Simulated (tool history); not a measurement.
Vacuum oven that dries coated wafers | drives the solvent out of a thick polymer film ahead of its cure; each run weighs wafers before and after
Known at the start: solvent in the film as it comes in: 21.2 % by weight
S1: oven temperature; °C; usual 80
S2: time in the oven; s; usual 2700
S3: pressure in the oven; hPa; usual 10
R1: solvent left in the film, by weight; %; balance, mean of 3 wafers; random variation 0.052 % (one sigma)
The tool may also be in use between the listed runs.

| run | hour | S1 | S2 | S3 | R1 |
|---|---|---|---|---|---|
| 1 | 0 | 80 | 2700 | 10 | 3.68 |
| 2 | 27.4 | 80 | 2700 | 10 | 3.54 |
| 3 | 57.5 | 80 | 2700 | 10 | 3.64 |
| 4 | 116.8 | 80 | 1500 | 10 | 7 |
| 5 | 159.9 | 80 | 1500 | 10 | 6.98 |
| 6 | 211.4 | 80 | 1500 | 10 | 7.12 |
| 7 | 243 | 81 | 2700 | 10 | 3.15 |
| 8 | 293.3 | 81 | 2700 | 10 | 3.21 |
| 9 | 330.1 | 79 | 2700 | 10 | 4.08 |
| 10 | 378.8 | 79 | 2700 | 10 | 4.06 |
| 11 | 409.2 | 79 | 2700 | 10 | 4.08 |
| 12 | 458.6 | 79 | 2700 | 10 | 4.02 |
| 13 | 518 | 80 | 2700 | 32.3 | 4.74 |
| 14 | 562.5 | 80 | 2700 | 32.3 | 4.91 |
| 15 | 599.3 | 80 | 2700 | 10 | 3.68 |
| 16 | 645.3 | 80 | 2700 | 10 | 3.74 |
| 17 | 694.5 | 80 | 2700 | 10 | 3.62 |
| 18 | 748.8 | 80 | 2700 | 10 | 3.63 |
| 19 | 776.2 | 80 | 2700 | 10 | 3.62 |
| 20 | 817.9 | 80 | 4620 | 10 | 1.53 |
| 21 | 870.7 | 80 | 1740 | 10 | 6.09 |
| 22 | 903.1 | 80 | 1740 | 10 | 6.19 |
| 23 | 956.2 | 80 | 2700 | 10 | 3.68 |
| 24 | 1010.6 | 91 | 2940 | 36 | 1.74 |
| 25 | 1058.1 | 91 | 2940 | 36 | 1.77 |
| 26 | 1105.8 | 91 | 3900 | 36 | 1.47 |
| 27 | 1150.5 | 91 | 3900 | 36 | 1.57 |
| 28 | 1182.2 | 80 | 2700 | 11.3 | 3.78 |
| 29 | 1214 | 80 | 2160 | 8.5 | 4.72 |
| 30 | 1249.5 | 68 | 2700 | 10 | 9.33 |
| 31 | 1302.5 | 68 | 2700 | 10 | 9.18 |
| 32 | 1338.4 | 68 | 3960 | 12.1 | 7.27 |
| 33 | 1387 | 68 | 3960 | 12.1 | 7.21 |
| 34 | 1422.7 | 90 | 2700 | 7.8 | 0.83 |
| 35 | 1449.9 | 90 | 2700 | 30.7 | 1.8 |
| 36 | 1483.3 | 90 | 2700 | 30.7 | 1.81 |
| 37 | 1512.7 | 84 | 4560 | 6 | 0.75 |
| 38 | 1558.3 | 84 | 4560 | 6 | 0.75 |
| 39 | 1583.2 | 95 | 3540 | 20.2 | 0.8 |
| 40 | 1623.2 | 80 | 3180 | 18.9 | 3.32 |
| 41 | 1679.5 | 80 | 2700 | 11.3 | 3.76 |
| 42 | 1715.7 | 85 | 2940 | 10 | 1.69 |
| 43 | 1758.3 | 72 | 2700 | 8.3 | 7.32 |
| 44 | 1802.6 | 72 | 2700 | 6.5 | 7.15 |
| 45 | 1833.1 | 95 | 2700 | 11.6 | 0.63 |
| 46 | 1891 | 95 | 4680 | 9.2 | 0.3 |

Not shown: 3 entries that the log had between the listed runs. Between which runs, and how does the tool's hidden state differ before and after?
Between runs 7 and 8: oven's thermocouples calibrated (hour 266.1)
  true wafer temperature over the reading, C: 0.2 -> -0.06; true pressure over the reading, kPa: 0.015 -> 0.016
  measured less the result without the state, R1: -0.07 -> +0.03 %
Between runs 29 and 30: oven's thermocouples calibrated (hour 1225.2); vacuum gauge cleaned of residue and calibrated (hour 1226.7)
  true wafer temperature over the reading, C: 0.11 -> -0.05; true pressure over the reading, kPa: 0.046 -> 0.001
  measured less the result without the state, R1: -0.02 -> +0.03 %
